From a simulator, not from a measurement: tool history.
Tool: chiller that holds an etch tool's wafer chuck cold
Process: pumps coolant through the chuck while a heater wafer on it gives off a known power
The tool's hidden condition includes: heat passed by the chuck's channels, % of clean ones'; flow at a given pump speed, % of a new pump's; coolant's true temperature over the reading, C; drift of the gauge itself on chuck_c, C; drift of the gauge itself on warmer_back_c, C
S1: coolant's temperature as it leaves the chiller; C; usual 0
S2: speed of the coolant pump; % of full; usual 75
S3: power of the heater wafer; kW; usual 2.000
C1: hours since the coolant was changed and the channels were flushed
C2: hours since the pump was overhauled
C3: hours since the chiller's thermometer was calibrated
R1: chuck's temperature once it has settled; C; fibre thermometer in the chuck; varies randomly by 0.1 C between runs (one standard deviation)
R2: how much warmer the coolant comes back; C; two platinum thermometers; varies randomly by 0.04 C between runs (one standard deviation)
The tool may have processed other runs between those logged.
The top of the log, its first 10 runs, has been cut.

Run 11, hour 230.8: usual settings; C1 877; C2 1150; C3 4005. Result: R1 23.6 C, R2 8.69 C.
Run 12, hour 249.9: usual settings but S2 63 % of full; C1 896; C2 1169; C3 4024. Result: R1 26.6 C, R2 10.46 C.
Run 13, hour 270.3: usual settings but S2 63 % of full; C1 916; C2 1189; C3 4044. Result: R1 26.5 C, R2 10.39 C.
Run 14, hour 297.0: usual settings but S2 63 % of full; C1 943; C2 1216; C3 4071. Result: R1 26.6 C, R2 10.40 C.
Run 15, hour 323.0: usual settings but S1 -1 C, S2 63 % of full; C1 969; C2 1242; C3 4097. Result: R1 25.6 C, R2 10.45 C.
Run 16, hour 342.0: usual settings; C1 988; C2 1261; C3 4116. Result: R1 23.4 C, R2 8.73 C.
Run 17, hour 366.6: usual settings but S2 77 % of full; C1 1012; C2 1286; C3 4141. Result: R1 23.0 C, R2 8.54 C.
Run 18, hour 396.8: usual settings but S2 77 % of full; C1 1043; C2 1316; C3 4171. Result: R1 23.1 C, R2 8.56 C.
Run 19, hour 418.1: usual settings but S2 77 % of full; C1 1064; C2 1337; C3 4192. Result: R1 23.1 C, R2 8.55 C.
Run 20, hour 443.2: usual settings but S2 77 % of full; C1 1089; C2 1362; C3 4217. Result: R1 23.1 C, R2 8.61 C.
Run 21, hour 467.2: usual settings but S2 77 % of full; C1 1113; C2 1386; C3 4241. Result: R1 23.1 C, R2 8.55 C.
Run 22, hour 489.2: usual settings but S2 97 % of full, S3 2.421 kW; C1 1135; C2 1408; C3 4263. Result: R1 23.9 C, R2 8.34 C.
Run 23, hour 521.0: usual settings but S1 6 C, S2 61 % of full, S3 2.421 kW; C1 1167; C2 1440; C3 4295. Result: R1 38.8 C, R2 13.19 C.
Run 24, hour 538.5: usual settings but S1 -6 C, S2 91 % of full, S3 2.116 kW; C1 1184; C2 1458; C3 4312. Result: R1 15.9 C, R2 7.73 C.
Run 25, hour 556.5: usual settings but S1 -6 C, S2 91 % of full, S3 2.116 kW; C1 1202; C2 1476; C3 4330. Result: R1 15.8 C, R2 7.75 C.
Run 26, hour 572.9: usual settings but S1 -6 C, S2 91 % of full, S3 1.883 kW; C1 1219; C2 1492; C3 4347. Result: R1 13.2 C, R2 6.97 C.
Run 27, hour 592.5: usual settings but S1 -3 C, S2 91 % of full, S3 1.883 kW; C1 1238; C2 1512; C3 4367. Result: R1 16.4 C, R2 6.90 C.
Run 28, hour 606.3: usual settings but S2 71 % of full, S3 1.874 kW; C1 1252; C2 1525; C3 4380. Result: R1 23.1 C, R2 8.81 C.
Run 29, hour 621.1: usual settings but S1 8 C, S2 73 % of full, S3 1.067 kW; C1 1267; C2 1540; C3 4395. Result: R1 20.9 C, R2 5.01 C.

What will run 30 give?
At hour 631.4: chiller's thermometer calibrated.
Run 30, hour 650.5: usual settings but S1 1 C, S2 73 % of full, S3 2.099 kW; C1 1295; C2 1569; C3 19. Result: R1 ?, R2 ?.

{"run 30": {"R1": 26.4, "R2": 9.59}}
With the hidden condition absent and the run-to-run variation left alone, this run would have shown R1 26.4 C, R2 9.29 C.
